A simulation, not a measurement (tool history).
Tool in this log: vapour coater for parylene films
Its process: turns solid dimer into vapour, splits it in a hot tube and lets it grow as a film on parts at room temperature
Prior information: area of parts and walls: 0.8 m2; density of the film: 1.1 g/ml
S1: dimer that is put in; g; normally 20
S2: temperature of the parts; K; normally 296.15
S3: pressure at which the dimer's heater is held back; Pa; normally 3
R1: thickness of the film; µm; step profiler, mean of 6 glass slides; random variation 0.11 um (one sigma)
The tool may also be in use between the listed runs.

run    hour  S1      S2     S3     R1
  1       0  20  296.15      3  13.16
  2    39.2  20  296.15      3  12.79
  3    70.2  20  296.15      3  12.62
  4      94  20  296.15      3  12.48
  5   132.2  20  296.15      3  12.52
  6   171.8  20  296.15      3  12.34
  7   214.3  20  296.15      3   12.1
  8   258.2  20  296.15      3  11.92
      272.6  -- trap's valve overhauled
  9   295.4  20  296.15      3  13.58
 10   334.9  20  296.15      3  13.41
 11   371.6  20  296.15      3  13.08
 12   421.7  20  296.15      3  13.06
 13   454.6  20  296.15      3  12.79
 14   489.3  20  296.15      3  12.65
 15   509.9  20  296.15      3  12.37
 16   559.4  20  296.15      3  12.23
 17   593.5  20  296.15      3  12.35
 18   638.4  20  296.15      3  11.81
 19   688.5  20  296.15      3  11.85
        696  -- trap's valve overhauled
 20   712.9  20  296.15   2.25   14.4
 21     739  20  296.15      3  13.58
 22   778.2  20  296.15      3  13.14
 23   823.8  20  296.15   2.52  13.28
 24   859.9  20  294.15  11.19  10.69
 25   884.8  10  289.15   2.02   8.63
 26   934.1  10  289.15   2.02   8.39
 27   967.6  10  289.15   3.67   7.45
 28  1007.8  23  302.15   7.82   9.53
 29  1033.2  20  307.15   8.99   6.74
 30  1070.3  20  291.15   2.38  14.43
 31  1109.3  20  291.15   2.38  14.44
     1119.4  -- trap's valve overhauled
 32    1163  20  290.15   2.38   16.9
 33  1202.3  20  306.15   4.16   8.89
 34  1238.6  20  293.15   4.77  13.23
 35  1268.6  20  295.15   4.77  12.41
 36  1314.8  20  295.15   4.77  11.99
 37  1349.2  12  293.15   2.66    8.3
 38  1394.2  15  289.15   7.71   9.65
 39    1423  23  296.15   2.58  14.35
 40    1470  20  293.15      3  13.08
 41  1506.1  20  299.15      3  10.68
 42  1534.6  21  292.15      3  13.95
       1541  -- trap's valve overhauled
 43  1584.6  10  302.15  11.76   4.25
 44  1610.8   8  298.15      3   4.97
 45  1659.4  14  289.15   3.76   10.8
 46  1700.3  30  304.15   3.31  14.32

3 options for the next run, each taken on its own from the tool as it stands now. Forecast them:
  A  1729.6  30  305.15  3.31   ?
  B  1729.6  33  296.15  4.26   ?
  C  1729.6  30  292.15  3.31   ?

run     R1
  A  13.66
  B  19.41
  C  21.05
Stripped of hidden state, with their random variation kept, the same runs would have yielded:
run     R1
  A  15.19
  B  21.59
  C  23.41
